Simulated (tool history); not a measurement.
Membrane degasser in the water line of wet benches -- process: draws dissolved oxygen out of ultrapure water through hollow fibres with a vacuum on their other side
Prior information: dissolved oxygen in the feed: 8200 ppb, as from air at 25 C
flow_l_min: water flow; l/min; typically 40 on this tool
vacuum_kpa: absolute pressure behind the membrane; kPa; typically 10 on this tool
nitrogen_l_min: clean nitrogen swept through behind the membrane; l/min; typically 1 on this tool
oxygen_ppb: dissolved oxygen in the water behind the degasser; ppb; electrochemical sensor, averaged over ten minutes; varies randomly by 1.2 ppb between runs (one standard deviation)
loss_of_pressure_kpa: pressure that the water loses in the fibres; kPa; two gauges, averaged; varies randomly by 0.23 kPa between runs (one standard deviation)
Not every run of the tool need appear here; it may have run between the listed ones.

run 1 hour=0 | flow_l_min=40 vacuum_kpa=10 nitrogen_l_min=1 | oxygen_ppb=523.2 loss_of_pressure_kpa=57.65
run 2 hour=75.7 | flow_l_min=40 vacuum_kpa=10 nitrogen_l_min=1 | oxygen_ppb=524.2 loss_of_pressure_kpa=57.59
run 3 hour=171.5 | flow_l_min=40 vacuum_kpa=10 nitrogen_l_min=1 | oxygen_ppb=526.5 loss_of_pressure_kpa=57.6
run 4 hour=283.7 | flow_l_min=40 vacuum_kpa=10 nitrogen_l_min=0.46 | oxygen_ppb=898.7 loss_of_pressure_kpa=57.98
run 5 hour=429 | flow_l_min=40 vacuum_kpa=19.3 nitrogen_l_min=1 | oxygen_ppb=1151.6 loss_of_pressure_kpa=58.43
run 6 hour=577.5 | flow_l_min=40 vacuum_kpa=19.3 nitrogen_l_min=1.26 | oxygen_ppb=974.5 loss_of_pressure_kpa=58.1
run 7 hour=643 | flow_l_min=40 vacuum_kpa=10 nitrogen_l_min=1 | oxygen_ppb=528.4 loss_of_pressure_kpa=57.97
run 8 hour=711.5 | flow_l_min=40 vacuum_kpa=10 nitrogen_l_min=1.94 | oxygen_ppb=308.8 loss_of_pressure_kpa=58.17
run 9 hour=819.8 | flow_l_min=40 vacuum_kpa=10 nitrogen_l_min=1 | oxygen_ppb=527.6 loss_of_pressure_kpa=58.29
run 10 hour=910.5 | flow_l_min=40 vacuum_kpa=10 nitrogen_l_min=1 | oxygen_ppb=526.8 loss_of_pressure_kpa=58.07
run 11 hour=1060.7 | flow_l_min=40 vacuum_kpa=10 nitrogen_l_min=1 | oxygen_ppb=529 loss_of_pressure_kpa=58.3
run 12 hour=1144 | flow_l_min=40 vacuum_kpa=10 nitrogen_l_min=1 | oxygen_ppb=529.3 loss_of_pressure_kpa=58.54
run 13 hour=1271.5 | flow_l_min=40 vacuum_kpa=10 nitrogen_l_min=1.51 | oxygen_ppb=384 loss_of_pressure_kpa=58.29
run 14 hour=1413.1 | flow_l_min=40 vacuum_kpa=10 nitrogen_l_min=1.51 | oxygen_ppb=383.8 loss_of_pressure_kpa=58.35
run 15 hour=1515.6 | flow_l_min=40 vacuum_kpa=10 nitrogen_l_min=1.55 | oxygen_ppb=376.7 loss_of_pressure_kpa=58.8
run 16 hour=1677.4 | flow_l_min=40 vacuum_kpa=16.1 nitrogen_l_min=1 | oxygen_ppb=950.4 loss_of_pressure_kpa=58.74
run 17 hour=1776.4 | flow_l_min=55 vacuum_kpa=14.9 nitrogen_l_min=1.22 | oxygen_ppb=956.4 loss_of_pressure_kpa=81.04
-- hour=1837.9 seals of the vacuum lines changed
run 18 hour=1861.6 | flow_l_min=32 vacuum_kpa=10.7 nitrogen_l_min=1.32 | oxygen_ppb=388.2 loss_of_pressure_kpa=46.94
run 19 hour=1985.5 | flow_l_min=40 vacuum_kpa=16.9 nitrogen_l_min=1 | oxygen_ppb=1000.9 loss_of_pressure_kpa=58.32
run 20 hour=2056.6 | flow_l_min=46 vacuum_kpa=8.1 nitrogen_l_min=0.56 | oxygen_ppb=655 loss_of_pressure_kpa=67.39
run 21 hour=2195.9 | flow_l_min=40 vacuum_kpa=10 nitrogen_l_min=1.08 | oxygen_ppb=503 loss_of_pressure_kpa=58.81
run 22 hour=2296.4 | flow_l_min=40 vacuum_kpa=14.6 nitrogen_l_min=1.08 | oxygen_ppb=805.7 loss_of_pressure_kpa=59.26
run 23 hour=2447.3 | flow_l_min=26 vacuum_kpa=10 nitrogen_l_min=1 | oxygen_ppb=375.9 loss_of_pressure_kpa=38.25
run 24 hour=2577.8 | flow_l_min=40 vacuum_kpa=7.4 nitrogen_l_min=0.78 | oxygen_ppb=414.4 loss_of_pressure_kpa=58.67
run 25 hour=2727.1 | flow_l_min=54 vacuum_kpa=7.4 nitrogen_l_min=1.26 | oxygen_ppb=369.2 loss_of_pressure_kpa=80.34
run 26 hour=2876.6 | flow_l_min=24 vacuum_kpa=8.3 nitrogen_l_min=1.26 | oxygen_ppb=222.5 loss_of_pressure_kpa=35.51
run 27 hour=2991.7 | flow_l_min=32 vacuum_kpa=8.3 nitrogen_l_min=1.42 | oxygen_ppb=257.8 loss_of_pressure_kpa=47.39
run 28 hour=3153.4 | flow_l_min=32 vacuum_kpa=8.3 nitrogen_l_min=1.42 | oxygen_ppb=259.5 loss_of_pressure_kpa=47.73
run 29 hour=3241.9 | flow_l_min=32 vacuum_kpa=8.3 nitrogen_l_min=1.42 | oxygen_ppb=259 loss_of_pressure_kpa=47.71
run 30 hour=3364.2 | flow_l_min=32 vacuum_kpa=10.5 nitrogen_l_min=1.42 | oxygen_ppb=362.5 loss_of_pressure_kpa=47.6
run 31 hour=3508.5 | flow_l_min=53 vacuum_kpa=13.4 nitrogen_l_min=1.42 | oxygen_ppb=744.2 loss_of_pressure_kpa=79.55

For some of the steps in oxygen_ppb from one run to the next: how much would appear even if the tool had no hidden state, given the settings, what came in and random variation, and how much remains for the hidden state plus any gauge scatter that the measured result and the result without hidden state don't share?
What the log doesn't record here: membrane still open, %; true pressure behind the membrane over the reading, kPa; air that leaks in behind the membrane, l/min; drift of the gauge itself on oxygen_ppb, %; drift of the gauge itself on loss_of_pressure_kpa, %.
Run 15 -> 16: vacuum_kpa 10 -> 16.1, nitrogen_l_min 1.55 -> 1. oxygen_ppb +573.7 ppb: hidden state +2.4, all else +571.3.
Run 17 -> 18: flow_l_min 55 -> 32, vacuum_kpa 14.9 -> 10.7, nitrogen_l_min 1.22 -> 1.32, seals of the vacuum lines changed. oxygen_ppb -568.2 ppb: hidden state -4.6, all else -563.6.
Run 18 -> 19: flow_l_min 32 -> 40, vacuum_kpa 10.7 -> 16.9, nitrogen_l_min 1.32 -> 1. oxygen_ppb +612.7 ppb: hidden state +3.1, all else +609.6.
Run 19 -> 20: flow_l_min 40 -> 46, vacuum_kpa 16.9 -> 8.1, nitrogen_l_min 1 -> 0.56. oxygen_ppb -345.9 ppb: hidden state +9.3, all else -355.2.
Run 20 -> 21: flow_l_min 46 -> 40, vacuum_kpa 8.1 -> 10, nitrogen_l_min 0.56 -> 1.08. oxygen_ppb -152 ppb: hidden state -7.9, all else -144.1.
Run 25 -> 26: flow_l_min 54 -> 24, vacuum_kpa 7.4 -> 8.3. oxygen_ppb -146.7 ppb: hidden state -8.5, all else -138.2.

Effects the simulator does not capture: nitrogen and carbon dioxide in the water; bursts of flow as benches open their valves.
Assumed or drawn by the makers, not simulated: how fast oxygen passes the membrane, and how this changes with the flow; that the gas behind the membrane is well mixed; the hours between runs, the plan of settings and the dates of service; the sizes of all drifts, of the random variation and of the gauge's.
